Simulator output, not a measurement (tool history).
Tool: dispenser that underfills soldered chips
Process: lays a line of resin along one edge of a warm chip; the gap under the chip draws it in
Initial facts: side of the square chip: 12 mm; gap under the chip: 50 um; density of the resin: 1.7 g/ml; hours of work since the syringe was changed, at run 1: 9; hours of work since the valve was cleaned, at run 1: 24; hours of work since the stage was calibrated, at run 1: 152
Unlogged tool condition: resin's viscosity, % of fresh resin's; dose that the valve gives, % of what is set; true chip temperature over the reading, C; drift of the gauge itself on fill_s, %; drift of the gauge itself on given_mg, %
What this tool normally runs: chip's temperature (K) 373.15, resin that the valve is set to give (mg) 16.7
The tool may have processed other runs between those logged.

| run | hour | chip's temperature (K) | resin that the valve is set to give (mg) | hours of work since the syringe was changed | hours of work since the valve was cleaned | hours of work since the stage was calibrated | time until the resin shows at the far edge (s) | resin that the valve gave (mg) |
|---|---|---|---|---|---|---|---|---|
| 1 | 0 | 373.15 | 16.7 | 9 | 24 | 152 | 434.5 | 16.22 |
|  | 4.5 | new syringe of resin |
| 2 | 4.8 | 373.15 | 16.7 | 0 | 27 | 155 | 302.7 | 16.38 |
| 3 | 10.3 | 373.15 | 16.7 | 4 | 31 | 159 | 359.2 | 16.43 |
| 4 | 17.8 | 386.15 | 16.7 | 10 | 37 | 165 | 320 | 16.28 |
|  | 21 | new syringe of resin |
| 5 | 24.5 | 386.15 | 16.7 | 3 | 42 | 170 | 240.6 | 16.28 |
| 6 | 28.9 | 386.15 | 16.7 | 6 | 45 | 173 | 271.4 | 16.1 |
| 7 | 32.9 | 386.15 | 16.7 | 9 | 48 | 176 | 311.3 | 16.22 |
| 8 | 36.4 | 373.15 | 16.7 | 12 | 50 | 179 | 499.7 | 16.14 |
|  | 37.4 | new syringe of resin |
| 9 | 43 | 373.15 | 16.7 | 4 | 55 | 184 | 358.8 | 16.15 |
| 10 | 50.7 | 373.15 | 16.7 | 10 | 61 | 189 | 462.1 | 15.9 |
|  | 53.3 | new syringe of resin |
| 11 | 55.4 | 374.15 | 16.7 | 2 | 64 | 193 | 307.3 | 15.81 |
| 12 | 59.4 | 374.15 | 16.7 | 5 | 67 | 196 | 348.6 | 15.85 |
| 13 | 66 | 373.15 | 16.7 | 10 | 72 | 201 | 455.3 | 16.01 |
|  | 69.6 | dispensing valve cleaned and set on the balance |
|  | 70.6 | new syringe of resin |
| 14 | 74.1 | 373.15 | 16.7 | 3 | 3 | 206 | 326.6 | 16.76 |
| 15 | 78.5 | 373.15 | 16.7 | 6 | 6 | 209 | 378.8 | 16.56 |
| 16 | 84.2 | 373.15 | 17.5 | 10 | 11 | 213 | 448 | 17.46 |
|  | 86.8 | new syringe of resin |
| 17 | 88.3 | 373.15 | 16.7 | 1 | 14 | 216 | 307.8 | 16.57 |
| 18 | 95.2 | 373.15 | 16.7 | 6 | 19 | 221 | 379.7 | 16.5 |
| 19 | 101.1 | 377.15 | 19.9 | 11 | 23 | 226 | 401 | 19.59 |
|  | 102.7 | new syringe of resin |
| 20 | 109.4 | 386.15 | 15.5 | 5 | 29 | 232 | 260.4 | 15.19 |
| 21 | 115.6 | 387.15 | 20.8 | 10 | 34 | 237 | 288.5 | 20.37 |
|  | 118.8 | new syringe of resin |
| 22 | 122.4 | 368.15 | 19.8 | 3 | 39 | 242 | 373.1 | 19.44 |
| 23 | 129.9 | 384.15 | 16.9 | 8 | 45 | 247 | 306 | 16.29 |
|  | 135.1 | new syringe of resin |
| 24 | 136.1 | 384.15 | 16.9 | 1 | 49 | 252 | 225.4 | 16.43 |
| 25 | 141.5 | 378.15 | 18.2 | 5 | 53 | 256 | 307.3 | 17.71 |
| 26 | 148.1 | 375.15 | 19 | 10 | 58 | 261 | 420.6 | 18.18 |
|  | 151 | new syringe of resin |
| 27 | 153 | 375.15 | 19 | 1 | 62 | 264 | 290.6 | 18.26 |
| 28 | 157.9 | 375.15 | 19 | 5 | 65 | 268 | 333.2 | 18.08 |
| 29 | 166.2 | 381.15 | 19.1 | 11 | 71 | 274 | 373.2 | 18.24 |
|  | 167.5 | new syringe of resin |
|  | 171 | dispensing valve cleaned and set on the balance |
| 30 | 173.3 | 361.15 | 20.5 | 4 | 2 | 278 | 451.6 | 20.43 |
| 31 | 177.1 | 375.15 | 17.7 | 7 | 5 | 281 | 353.3 | 17.57 |
| 32 | 182.1 | 374.15 | 15.9 | 10 | 8 | 285 | 442.5 | 15.8 |
|  | 185 | new syringe of resin |
| 33 | 190.2 | 370.15 | 21.4 | 4 | 14 | 291 | 355.4 | 21.07 |
| 34 | 196.2 | 373.15 | 16.3 | 8 | 19 | 295 | 415.9 | 16.01 |
| 35 | 200.5 | 373.15 | 16.3 | 12 | 22 | 299 | 468.2 | 15.94 |
|  | 201.4 | new syringe of resin |
| 36 | 207.8 | 373.15 | 16.3 | 5 | 27 | 304 | 348.7 | 15.9 |

Hidden state at the last listed run before each entry between runs and at the first one after, where it differs:
Runs 1 to 2: new syringe of resin (hour 4.5)
  resin's viscosity, % of fresh resin's: 146.6 -> 102.9; dose that the valve gives, % of what is set: 98.45 -> 98.2
  the result without the hidden state subtracted from the measured one, time until the resin shows at the far edge (s): +133.1 -> +3.6; resin that the valve gave (mg): -0.26 -> -0.3
Runs 4 to 5: new syringe of resin (hour 21)
  resin's viscosity, % of fresh resin's: 155.9 -> 114.4; dose that the valve gives, % of what is set: 97.55 -> 97.22; true chip temperature over the reading, C: 0.75 -> 0.76
  the result without the hidden state subtracted from the measured one, time until the resin shows at the far edge (s): +111.9 -> +27.6; resin that the valve gave (mg): -0.41 -> -0.46
Runs 8 to 9: new syringe of resin (hour 37.4)
  resin's viscosity, % of fresh resin's: 167.4 -> 121.9; dose that the valve gives, % of what is set: 96.59 -> 96.27; true chip temperature over the reading, C: 0.79 -> 0.8
  the result without the hidden state subtracted from the measured one, time until the resin shows at the far edge (s): +197.4 -> +60.7; resin that the valve gave (mg): -0.57 -> -0.63
Runs 10 to 11: new syringe of resin (hour 53.3)
  resin's viscosity, % of fresh resin's: 156 -> 107.5; dose that the valve gives, % of what is set: 95.87 -> 95.68; true chip temperature over the reading, C: 0.82 -> 0.83
  the result without the hidden state subtracted from the measured one, time until the resin shows at the far edge (s): +162.4 -> +18.2; resin that the valve gave (mg): -0.68 -> -0.72
Runs 13 to 14: dispensing valve cleaned and set on the balance (hour 69.6); new syringe of resin (hour 70.6)
  resin's viscosity, % of fresh resin's: 151.1 -> 112.1; dose that the valve gives, % of what is set: 95.2 -> 99.98; true chip temperature over the reading, C: 0.85 -> 0.86
  the result without the hidden state subtracted from the measured one, time until the resin shows at the far edge (s): +150.8 -> +28; resin that the valve gave (mg): -0.81 -> +0
Runs 16 to 17: new syringe of resin (hour 86.8)
  resin's viscosity, % of fresh resin's: 154.7 -> 105.1; dose that the valve gives, % of what is set: 99.49 -> 99.29; true chip temperature over the reading, C: 0.88 -> 0.89
  the result without the hidden state subtracted from the measured one, time until the resin shows at the far edge (s): +151.5 -> +8.1; resin that the valve gave (mg): -0.09 -> -0.12
Runs 19 to 20: new syringe of resin (hour 102.7)
  resin's viscosity, % of fresh resin's: 158.3 -> 124; dose that the valve gives, % of what is set: 98.63 -> 98.21; true chip temperature over the reading, C: 0.92 -> 0.93
  the result without the hidden state subtracted from the measured one, time until the resin shows at the far edge (s): +141.5 -> +46.4; resin that the valve gave (mg): -0.28 -> -0.28
Runs 21 to 22: new syringe of resin (hour 118.8)
  resin's viscosity, % of fresh resin's: 151.4 -> 112.5; dose that the valve gives, % of what is set: 97.9 -> 97.58; true chip temperature over the reading, C: 0.95 -> 0.96
  the result without the hidden state subtracted from the measured one, time until the resin shows at the far edge (s): +93.4 -> +33.1; resin that the valve gave (mg): -0.44 -> -0.48
Runs 23 to 24: new syringe of resin (hour 135.1)
  resin's viscosity, % of fresh resin's: 143.2 -> 104.6; dose that the valve gives, % of what is set: 97.18 -> 96.89; true chip temperature over the reading, C: 0.98 -> 0.99
  the result without the hidden state subtracted from the measured one, time until the resin shows at the far edge (s): +88.1 -> +5.8; resin that the valve gave (mg): -0.48 -> -0.53
Runs 26 to 27: new syringe of resin (hour 151)
  resin's viscosity, % of fresh resin's: 153.7 -> 107.7; dose that the valve gives, % of what is set: 96.28 -> 96.05; true chip temperature over the reading, C: 1.02 -> 1.03
  the result without the hidden state subtracted from the measured one, time until the resin shows at the far edge (s): +140.5 -> +14.6; resin that the valve gave (mg): -0.7 -> -0.75
Runs 29 to 30: new syringe of resin (hour 167.5); dispensing valve cleaned and set on the balance (hour 171)
  resin's viscosity, % of fresh resin's: 163.9 -> 115.6; dose that the valve gives, % of what is set: 95.41 -> 99.56; true chip temperature over the reading, C: 1.05 -> 1.07
  the result without the hidden state subtracted from the measured one, time until the resin shows at the far edge (s): +140.3 -> +48.3; resin that the valve gave (mg): -0.87 -> -0.09
Runs 32 to 33: new syringe of resin (hour 185)
  resin's viscosity, % of fresh resin's: 152.9 -> 117.1; dose that the valve gives, % of what is set: 99.15 -> 98.77; true chip temperature over the reading, C: 1.08 -> 1.1
  the result without the hidden state subtracted from the measured one, time until the resin shows at the far edge (s): +145 -> +42.5; resin that the valve gave (mg): -0.14 -> -0.26
Runs 35 to 36: new syringe of resin (hour 201.4)
  resin's viscosity, % of fresh resin's: 162.8 -> 120.8; dose that the valve gives, % of what is set: 98.25 -> 97.89; true chip temperature over the reading, C: 1.12 -> 1.13
  the result without the hidden state subtracted from the measured one, time until the resin shows at the far edge (s): +172.8 -> +52.4; resin that the valve gave (mg): -0.29 -> -0.35

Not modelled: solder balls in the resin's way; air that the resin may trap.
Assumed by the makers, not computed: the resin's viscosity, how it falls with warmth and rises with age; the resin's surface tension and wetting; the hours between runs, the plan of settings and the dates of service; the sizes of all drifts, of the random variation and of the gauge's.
